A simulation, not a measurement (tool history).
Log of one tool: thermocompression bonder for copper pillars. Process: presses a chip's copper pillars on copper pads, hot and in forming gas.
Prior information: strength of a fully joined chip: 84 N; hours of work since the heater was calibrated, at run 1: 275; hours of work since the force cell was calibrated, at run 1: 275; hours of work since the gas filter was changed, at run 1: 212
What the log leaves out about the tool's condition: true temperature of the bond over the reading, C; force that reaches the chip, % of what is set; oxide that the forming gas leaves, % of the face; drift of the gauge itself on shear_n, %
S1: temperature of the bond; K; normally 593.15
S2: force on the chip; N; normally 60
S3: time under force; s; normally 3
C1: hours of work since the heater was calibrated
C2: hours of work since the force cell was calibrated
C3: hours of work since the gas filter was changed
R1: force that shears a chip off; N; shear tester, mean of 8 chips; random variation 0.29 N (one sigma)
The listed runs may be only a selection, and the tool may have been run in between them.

run   hour      S1  S2  S3   C1   C2   C3    R1
  1    0.0  593.15  60   3  275  275  212  56.2
  2   16.8  593.15  60   3  288  288  225  56.3
  3   29.9  593.15  60   3  297  297  234  56.2
  4   47.7  593.15  60   3  310  310  247  57.0
  5   62.7  593.15  42   3  321  321  258  42.3
  6   80.7  593.15  42   3  334  334  271  41.9
  7   93.4  593.15  60   2  344  344  281  50.3
  8  105.2  593.15  60   7  352  352  289  69.2
  9  121.4  593.15  60   3  364  364  301  57.1
 10  135.6  593.15  60   3  375  375  312  57.4
 11  152.6  593.15  60   3  387  387  324  57.3
 12  163.0  593.15  60   3  395  395  332  56.9
     171.2  -- forming gas filter changed
 13  178.0  593.15  60   3  405  405    5  58.0
 14  194.1  593.15  60   4  417  417   17  62.1
 15  206.1  593.15  60   4  426  426   26  61.9
 16  217.5  593.15  60   4  434  434   34  62.1
 17  231.7  593.15  60   4  445  445   44  62.4
 18  247.1  593.15  60   3  456  456   56  58.1
 19  264.5  593.15  60   3  469  469   68  57.3
 20  275.7  593.15  60   3  477  477   77  58.2
 21  286.9  593.15  60   2  485  485   85  51.1
 22  303.4  593.15  60   2  497  497   97  51.3
     308.7  -- gauge calibrated
 23  320.9  593.15  84   7  510  510  110  77.5
 24  330.5  607.15  65   3  517  517  117  67.4
 25  344.4  607.15  63   3  527  527  127  65.9
 26  354.4  577.15  60   3  535  535  134  47.1
 27  371.2  618.15  60   3  547  547  147  69.2
 28  385.5  591.15  48   3  557  557  157  46.2
 29  399.4  591.15  48   6  568  568  167  57.8
 30  417.3  591.15  48   6  581  581  180  57.0
 31  428.9  591.15  47   6  589  589  189  56.4
 32  443.1  568.15  47   5  600  600  199  40.2
 33  450.5  568.15  47   5  605  605  205  40.5
 34  463.2  568.15  47   5  614  614  214  40.4
 35  477.1  568.15  47   5  625  625  224  40.4
 36  488.9  569.15  84   3  633  633  233  57.3
 37  502.3  587.15  77   3  643  643  243  64.3
 38  518.6  595.15  60   2  655  655  255  52.1
 39  529.8  595.15  60   2  663  663  263  52.6

Consider 4 possible next runs. They are alternatives, not a sequence: every one starts from the tool as it was left by run 39. What does each give?
  A  546.4  593.15  72   3  675  675  275   ?
  B  546.4  595.15  64   5  675  675  275   ?
  C  546.4  593.15  60   3  675  675  275   ?
  D  546.4  593.15  60   4  675  675  275   ?

run    R1
  A  64.9
  B  69.3
  C  57.8
  D  61.8
Without the tool's hidden state the same runs would have given:
run    R1
  A  63.7
  B  68.1
  C  56.7
  D  60.7

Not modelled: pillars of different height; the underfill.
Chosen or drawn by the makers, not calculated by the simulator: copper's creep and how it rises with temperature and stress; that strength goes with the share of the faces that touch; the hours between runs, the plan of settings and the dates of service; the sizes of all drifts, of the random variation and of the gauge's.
